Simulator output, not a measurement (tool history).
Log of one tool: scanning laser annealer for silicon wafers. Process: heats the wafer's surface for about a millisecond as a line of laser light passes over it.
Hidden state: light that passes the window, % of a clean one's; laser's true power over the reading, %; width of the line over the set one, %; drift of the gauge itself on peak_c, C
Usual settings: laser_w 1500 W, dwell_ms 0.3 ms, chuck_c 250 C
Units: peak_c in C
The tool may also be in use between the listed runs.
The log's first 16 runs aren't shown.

| run | hour | laser_w | dwell_ms | chuck_c | hours of work since the window was cleaned | hours of work since the power meter was calibrated | hours of work since the optics were aligned | peak_c |
|---|---|---|---|---|---|---|---|---|
| 17 | 571.3 | 1550 | 0.3 | 218 | 217 | 967 | 1653 | 984 |
| 18 | 603.3 | 1550 | 0.3 | 218 | 234 | 985 | 1670 | 985 |
| 19 | 646.9 | 1500 | 0.363 | 285 | 258 | 1008 | 1694 | 1093 |
| 20 | 682.2 | 1500 | 0.228 | 278 | 277 | 1027 | 1713 | 929 |
| 21 | 711.4 | 1336 | 0.228 | 215 | 293 | 1043 | 1729 | 796 |
| 22 | 733.4 | 1336 | 0.228 | 215 | 304 | 1055 | 1741 | 795 |
| 23 | 778.3 | 1333 | 0.273 | 219 | 329 | 1079 | 1765 | 845 |
| 24 | 823.3 | 1333 | 0.273 | 219 | 353 | 1104 | 1789 | 845 |
|  | 835.8 | optics aligned, line set to its width |
| 25 | 851.2 | 1354 | 0.296 | 228 | 366 | 1116 | 8 | 887 |
| 26 | 875 | 1354 | 0.296 | 228 | 378 | 1129 | 21 | 882 |
| 27 | 918.3 | 1639 | 0.295 | 264 | 402 | 1153 | 45 | 1064 |
| 28 | 944.1 | 1627 | 0.295 | 264 | 416 | 1166 | 59 | 1057 |
| 29 | 981.9 | 1452 | 0.291 | 214 | 436 | 1187 | 79 | 915 |
|  | 990.4 | optics aligned, line set to its width, once more |
| 30 | 1033.6 | 1376 | 0.217 | 212 | 462 | 1212 | 23 | 805 |
| 31 | 1054.5 | 1437 | 0.324 | 263 | 473 | 1224 | 35 | 1007 |
| 32 | 1084.7 | 1437 | 0.324 | 263 | 489 | 1240 | 51 | 1004 |
| 33 | 1109.2 | 1478 | 0.324 | 218 | 503 | 1253 | 64 | 985 |
| 34 | 1146.3 | 1478 | 0.324 | 218 | 523 | 1273 | 84 | 984 |
| 35 | 1178.6 | 1518 | 0.3 | 280 | 540 | 1291 | 102 | 1039 |
| 36 | 1213.4 | 1470 | 0.3 | 250 | 559 | 1310 | 121 | 982 |

Forecast each of these 3 alternatives for the next run:
| A | 1254.6 | 1470 | 0.303 | 250 | 581 | 1332 | 143 | ? |
| B | 1254.6 | 1531 | 0.3 | 272 | 581 | 1332 | 143 | ? |
| C | 1254.6 | 1435 | 0.292 | 254 | 581 | 1332 | 143 | ? |

| run | peak_c |
|---|---|
| A | 987 |
| B | 1034 |
| C | 959 |
Without the tool's hidden state the same runs would have given:
| run | peak_c |
|---|---|
| A | 998 |
| B | 1045 |
| C | 969 |

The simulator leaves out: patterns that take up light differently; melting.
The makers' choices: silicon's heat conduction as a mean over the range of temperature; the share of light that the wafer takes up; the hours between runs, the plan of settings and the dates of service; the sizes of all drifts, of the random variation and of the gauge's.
